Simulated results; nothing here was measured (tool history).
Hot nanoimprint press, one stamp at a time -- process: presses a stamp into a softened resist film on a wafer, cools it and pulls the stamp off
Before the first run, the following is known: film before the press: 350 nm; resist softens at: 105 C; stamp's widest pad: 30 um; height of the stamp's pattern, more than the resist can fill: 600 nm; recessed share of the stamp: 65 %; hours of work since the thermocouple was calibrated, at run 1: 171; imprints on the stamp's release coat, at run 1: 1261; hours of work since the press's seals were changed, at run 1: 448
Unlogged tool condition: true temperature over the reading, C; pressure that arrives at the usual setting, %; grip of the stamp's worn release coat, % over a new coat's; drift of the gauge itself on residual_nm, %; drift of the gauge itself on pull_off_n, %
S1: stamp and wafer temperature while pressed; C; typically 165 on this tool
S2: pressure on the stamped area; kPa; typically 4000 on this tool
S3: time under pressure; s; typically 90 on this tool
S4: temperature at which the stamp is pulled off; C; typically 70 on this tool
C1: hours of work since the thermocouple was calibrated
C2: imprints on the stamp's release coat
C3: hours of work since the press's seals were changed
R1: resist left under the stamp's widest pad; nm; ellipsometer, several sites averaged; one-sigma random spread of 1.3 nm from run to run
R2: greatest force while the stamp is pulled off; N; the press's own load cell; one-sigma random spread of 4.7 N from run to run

| run | hour | S1 | S2 | S3 | S4 | C1 | C2 | C3 | R1 | R2 |
|---|---|---|---|---|---|---|---|---|---|---|
| 1 | 0 | 165 | 4000 | 90 | 70 | 171 | 1261 | 448 | 209 | 287 |
| 2 | 85.1 | 165 | 4600 | 90 | 70 | 213 | 1468 | 489 | 201.8 | 299 |
| 3 | 154.3 | 166 | 4000 | 90 | 70 | 246 | 1637 | 522 | 203.3 | 292 |
|  | 200.9 | stamp cleaned and given a new release coat |
| 4 | 226.6 | 166 | 4000 | 90 | 70 | 278 | 62 | 554 | 203.9 | 233 |
| 5 | 266 | 167 | 4000 | 90 | 70 | 297 | 158 | 573 | 192.1 | 241 |
| 6 | 327 | 167 | 4000 | 90 | 70 | 326 | 307 | 602 | 196.1 | 240 |
| 7 | 405.9 | 176 | 4000 | 90 | 70 | 364 | 500 | 641 | 124.7 | 258 |
| 8 | 477.7 | 176 | 4000 | 90 | 70 | 399 | 675 | 675 | 124.1 | 249 |
| 9 | 528.9 | 165 | 3970 | 57 | 70 | 424 | 800 | 700 | 251.2 | 264 |
| 10 | 606.8 | 169 | 3970 | 178 | 72 | 461 | 991 | 737 | 140.7 | 280 |
| 11 | 677 | 171 | 2910 | 100 | 63 | 495 | 1162 | 771 | 182.1 | 302 |
| 12 | 738.8 | 171 | 2910 | 87 | 63 | 525 | 1313 | 801 | 196.8 | 290 |
| 13 | 801.5 | 165 | 3260 | 90 | 75 | 555 | 1466 | 831 | 241.4 | 293 |
|  | 882.7 | plate thermocouple calibrated |
| 14 | 890.4 | 156 | 5810 | 90 | 65 | 4 | 1676 | 873 | 266.6 | 304 |
|  | 919.6 | stamp cleaned and given a new release coat |
| 15 | 946.1 | 174 | 2870 | 136 | 77 | 28 | 65 | 897 | 129.2 | 231 |
|  | 985.1 | press's hydraulic seals changed and the load cell set to zero |
| 16 | 997.2 | 165 | 4040 | 118 | 70 | 49 | 170 | 6 | 185.4 | 240 |

4 ways to go on from here, each from the tool as it stands after run 16. What would each give?
| A | 1033 | 164 | 4000 | 152 | 70 | 66 | 258 | 23 | ? | ? |
| B | 1033 | 162 | 4970 | 60 | 70 | 66 | 258 | 23 | ? | ? |
| C | 1033 | 159 | 3250 | 118 | 70 | 66 | 258 | 23 | ? | ? |
| D | 1033 | 165 | 3820 | 53 | 70 | 66 | 258 | 23 | ? | ? |

| run | R1 | R2 |
|---|---|---|
| A | 179.9 | 245 |
| B | 241.2 | 242 |
| C | 265.3 | 243 |
| D | 239.8 | 236 |
Stripped of hidden state, with their random variation kept, the same runs would have yielded:
| run | R1 | R2 |
|---|---|---|
| A | 176.9 | 234 |
| B | 238.3 | 231 |
| C | 262.2 | 232 |
| D | 236.9 | 225 |
